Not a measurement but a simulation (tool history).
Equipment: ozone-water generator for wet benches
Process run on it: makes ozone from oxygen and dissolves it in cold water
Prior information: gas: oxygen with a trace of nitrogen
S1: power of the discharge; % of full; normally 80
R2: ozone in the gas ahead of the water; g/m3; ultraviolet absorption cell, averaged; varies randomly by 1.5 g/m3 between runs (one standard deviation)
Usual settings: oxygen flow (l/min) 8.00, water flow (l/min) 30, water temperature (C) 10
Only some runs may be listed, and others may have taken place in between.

{"run": 1, "hour": 0.0, "S1": 80, "oxygen flow (l/min)": 8.0, "water flow (l/min)": 30, "water temperature (C)": 10, "dissolved ozone (ppm)": 38.9, "R2": 284.2}
{"run": 2, "hour": 142.1, "S1": 80, "oxygen flow (l/min)": 8.0, "water flow (l/min)": 30, "water temperature (C)": 10, "dissolved ozone (ppm)": 38.6, "R2": 282.7}
{"run": 3, "hour": 299.9, "S1": 80, "oxygen flow (l/min)": 8.0, "water flow (l/min)": 30, "water temperature (C)": 6, "dissolved ozone (ppm)": 40.3, "R2": 282.5}
{"run": 4, "hour": 452.5, "S1": 80, "oxygen flow (l/min)": 8.0, "water flow (l/min)": 30, "water temperature (C)": 6, "dissolved ozone (ppm)": 40.4, "R2": 282.7}
{"run": 5, "hour": 629.4, "S1": 80, "oxygen flow (l/min)": 8.0, "water flow (l/min)": 30, "water temperature (C)": 6, "dissolved ozone (ppm)": 40.6, "R2": 285.2}
{"run": 6, "hour": 786.4, "S1": 80, "oxygen flow (l/min)": 8.0, "water flow (l/min)": 30, "water temperature (C)": 12, "dissolved ozone (ppm)": 37.0, "R2": 279.0}
{"run": 7, "hour": 943.0, "S1": 80, "oxygen flow (l/min)": 8.0, "water flow (l/min)": 30, "water temperature (C)": 6, "dissolved ozone (ppm)": 40.1, "R2": 281.3}
{"run": 8, "hour": 1032.7, "S1": 80, "oxygen flow (l/min)": 8.0, "water flow (l/min)": 30, "water temperature (C)": 6, "dissolved ozone (ppm)": 40.0, "R2": 280.6}
{"run": 9, "hour": 1220.5, "S1": 80, "oxygen flow (l/min)": 8.0, "water flow (l/min)": 30, "water temperature (C)": 10, "dissolved ozone (ppm)": 38.0, "R2": 282.4}
{"run": 10, "hour": 1310.9, "S1": 80, "oxygen flow (l/min)": 8.0, "water flow (l/min)": 30, "water temperature (C)": 10, "dissolved ozone (ppm)": 38.1, "R2": 279.4}
{"run": 11, "hour": 1412.6, "S1": 80, "oxygen flow (l/min)": 8.0, "water flow (l/min)": 30, "water temperature (C)": 7, "dissolved ozone (ppm)": 39.1, "R2": 282.2}
{"run": 12, "hour": 1521.0, "S1": 80, "oxygen flow (l/min)": 8.0, "water flow (l/min)": 30, "water temperature (C)": 7, "dissolved ozone (ppm)": 39.6, "R2": 281.5}
{"run": 13, "hour": 1635.0, "S1": 80, "oxygen flow (l/min)": 8.0, "water flow (l/min)": 30, "water temperature (C)": 7, "dissolved ozone (ppm)": 39.5, "R2": 280.0}
{"run": 14, "hour": 1801.5, "S1": 80, "oxygen flow (l/min)": 8.0, "water flow (l/min)": 30, "water temperature (C)": 10, "dissolved ozone (ppm)": 37.9, "R2": 281.8}
{"run": 15, "hour": 1922.7, "S1": 80, "oxygen flow (l/min)": 4.75, "water flow (l/min)": 30, "water temperature (C)": 10, "dissolved ozone (ppm)": 37.5, "R2": 395.4}
{"run": 16, "hour": 2031.4, "S1": 80, "oxygen flow (l/min)": 4.75, "water flow (l/min)": 30, "water temperature (C)": 10, "dissolved ozone (ppm)": 37.0, "R2": 390.4}
{"hour": 2155.9, "done": "water thermometer calibrated"}
{"run": 17, "hour": 2211.3, "S1": 42, "oxygen flow (l/min)": 5.49, "water flow (l/min)": 29, "water temperature (C)": 17, "dissolved ozone (ppm)": 22.5, "R2": 220.0}
{"run": 18, "hour": 2351.7, "S1": 79, "oxygen flow (l/min)": 8.0, "water flow (l/min)": 30, "water temperature (C)": 8, "dissolved ozone (ppm)": 38.0, "R2": 274.0}
{"run": 19, "hour": 2468.6, "S1": 79, "oxygen flow (l/min)": 5.85, "water flow (l/min)": 30, "water temperature (C)": 8, "dissolved ozone (ppm)": 38.4, "R2": 338.7}
{"run": 20, "hour": 2572.7, "S1": 73, "oxygen flow (l/min)": 8.7, "water flow (l/min)": 22, "water temperature (C)": 8, "dissolved ozone (ppm)": 44.3, "R2": 244.1}
{"run": 21, "hour": 2653.5, "S1": 80, "oxygen flow (l/min)": 9.18, "water flow (l/min)": 30, "water temperature (C)": 12, "dissolved ozone (ppm)": 35.5, "R2": 252.9}
{"run": 22, "hour": 2736.2, "S1": 80, "oxygen flow (l/min)": 4.89, "water flow (l/min)": 30, "water temperature (C)": 8, "dissolved ozone (ppm)": 38.2, "R2": 381.4}
{"run": 23, "hour": 2874.6, "S1": 77, "oxygen flow (l/min)": 5.89, "water flow (l/min)": 21, "water temperature (C)": 12, "dissolved ozone (ppm)": 46.9, "R2": 329.4}
{"run": 24, "hour": 2975.2, "S1": 77, "oxygen flow (l/min)": 5.89, "water flow (l/min)": 21, "water temperature (C)": 12, "dissolved ozone (ppm)": 46.0, "R2": 327.5}
{"run": 25, "hour": 3108.5, "S1": 77, "oxygen flow (l/min)": 6.48, "water flow (l/min)": 21, "water temperature (C)": 13, "dissolved ozone (ppm)": 45.5, "R2": 307.4}
{"run": 26, "hour": 3234.6, "S1": 77, "oxygen flow (l/min)": 6.48, "water flow (l/min)": 21, "water temperature (C)": 13, "dissolved ozone (ppm)": 45.1, "R2": 307.9}
{"run": 27, "hour": 3338.8, "S1": 69, "oxygen flow (l/min)": 8.0, "water flow (l/min)": 30, "water temperature (C)": 10, "dissolved ozone (ppm)": 33.1, "R2": 245.5}
{"run": 28, "hour": 3463.9, "S1": 43, "oxygen flow (l/min)": 8.0, "water flow (l/min)": 42, "water temperature (C)": 6, "dissolved ozone (ppm)": 18.0, "R2": 173.7}
{"run": 29, "hour": 3590.7, "S1": 43, "oxygen flow (l/min)": 8.55, "water flow (l/min)": 42, "water temperature (C)": 15, "dissolved ozone (ppm)": 16.6, "R2": 166.2}
{"run": 30, "hour": 3769.7, "S1": 49, "oxygen flow (l/min)": 7.04, "water flow (l/min)": 40, "water temperature (C)": 15, "dissolved ozone (ppm)": 19.3, "R2": 206.4}
{"run": 31, "hour": 3858.9, "S1": 49, "oxygen flow (l/min)": 7.04, "water flow (l/min)": 40, "water temperature (C)": 15, "dissolved ozone (ppm)": 19.0, "R2": 207.6}
{"run": 32, "hour": 3993.2, "S1": 80, "oxygen flow (l/min)": 8.0, "water flow (l/min)": 45, "water temperature (C)": 12, "dissolved ozone (ppm)": 25.1, "R2": 269.9}

How would selected steps in dissolved ozone (ppm) from run to run divide? Give the signed amount a tool lacking its hidden state would still show from settings, what came in and random variation, and the signed amount left for the hidden state, including any gauge scatter that is not in both of the compared results.
Unlogged tool condition in this case: yield of the discharge, % of new electrodes'; contactor's efficiency, % of a clean one's; true water temperature over the reading, C; drift of the gauge itself on ozone_ppm, %; drift of the gauge itself on gas_g_m3, %.
Run 16 -> 17: S1 80 -> 42, oxygen flow (l/min) 4.75 -> 5.49, water flow (l/min) 30 -> 29, water temperature (C) 10 -> 17, water thermometer calibrated. dissolved ozone (ppm) -14.5: hidden state +1.3, all else -15.8.
Run 17 -> 18: S1 42 -> 79, oxygen flow (l/min) 5.49 -> 8.00, water flow (l/min) 29 -> 30, water temperature (C) 17 -> 8. dissolved ozone (ppm) +15.5: hidden state -1.6, all else +17.1.
Run 27 -> 28: S1 69 -> 43, water flow (l/min) 30 -> 42, water temperature (C) 10 -> 6. dissolved ozone (ppm) -15.1: hidden state +1.4, all else -16.5.

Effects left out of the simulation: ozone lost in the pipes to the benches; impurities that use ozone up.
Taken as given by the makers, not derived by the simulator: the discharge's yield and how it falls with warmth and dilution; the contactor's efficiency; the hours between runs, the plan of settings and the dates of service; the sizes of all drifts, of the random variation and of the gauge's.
